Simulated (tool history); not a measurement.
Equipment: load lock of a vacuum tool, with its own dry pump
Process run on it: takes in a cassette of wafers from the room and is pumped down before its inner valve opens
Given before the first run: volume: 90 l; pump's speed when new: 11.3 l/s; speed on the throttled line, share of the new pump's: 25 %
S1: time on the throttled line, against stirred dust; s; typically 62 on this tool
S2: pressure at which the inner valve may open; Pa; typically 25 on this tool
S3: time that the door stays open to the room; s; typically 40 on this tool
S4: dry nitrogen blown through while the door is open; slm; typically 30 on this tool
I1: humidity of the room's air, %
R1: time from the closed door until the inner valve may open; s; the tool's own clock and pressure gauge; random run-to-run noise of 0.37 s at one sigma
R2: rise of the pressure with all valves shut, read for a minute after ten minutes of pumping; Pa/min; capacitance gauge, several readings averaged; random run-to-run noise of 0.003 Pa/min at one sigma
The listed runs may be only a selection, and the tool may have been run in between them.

run	hour	S1	S2	S3	S4	I1	R1	R2
1	0.0	62	25	40	30	47.0	116.6	0.256
2	107.4	62	25	40	30	45.9	115.9	0.265
3	232.1	62	25	40	30	44.0	116.3	0.263
4	321.9	62	25	40	30	46.8	115.6	0.274
5	380.9	62	25	40	30	45.8	116.4	0.273
6	472.6	62	25	40	30	47.4	117.0	0.288
7	550.1	62	25	37	30	48.7	115.9	0.289
8	606.4	62	25	37	30	46.0	116.1	0.291
9	670.7	59	25	40	30	44.0	113.9	0.300
10	799.1	59	25	40	30	44.8	114.2	0.303
11	868.4	62	25	40	24	47.2	116.8	0.325
12	989.8	62	25	40	24	42.7	117.8	0.322
13	1082.8	62	25	40	30	47.2	117.0	0.326
14	1199.2	57	25	40	30	44.9	113.7	0.337
15	1265.3	62	25	40	30	47.2	117.3	0.336
16	1359.4	62	25	28	30	44.7	117.2	0.342
17	1431.3	62	25	28	30	46.0	117.6	0.347
18	1564.4	62	25	28	30	46.0	117.8	0.356
19	1686.9	62	25	28	30	46.7	117.6	0.365
20	1779.7	59	33	32	7	43.4	113.2	0.393
21	1910.1	59	33	51	16	45.8	113.5	0.401
22	2001.0	104	25	40	4	45.2	148.1	0.397

Run 23, settings as shown, results not yet in. Your forecast:
23	2083.1	106	25	42	19	45.1	?	?

Run 23 gave R1 150.0 s, R2 0.402 Pa/min.
Minus the tool's unlogged condition, the same run would have read R1 145.9 s, R2 0.026 Pa/min.
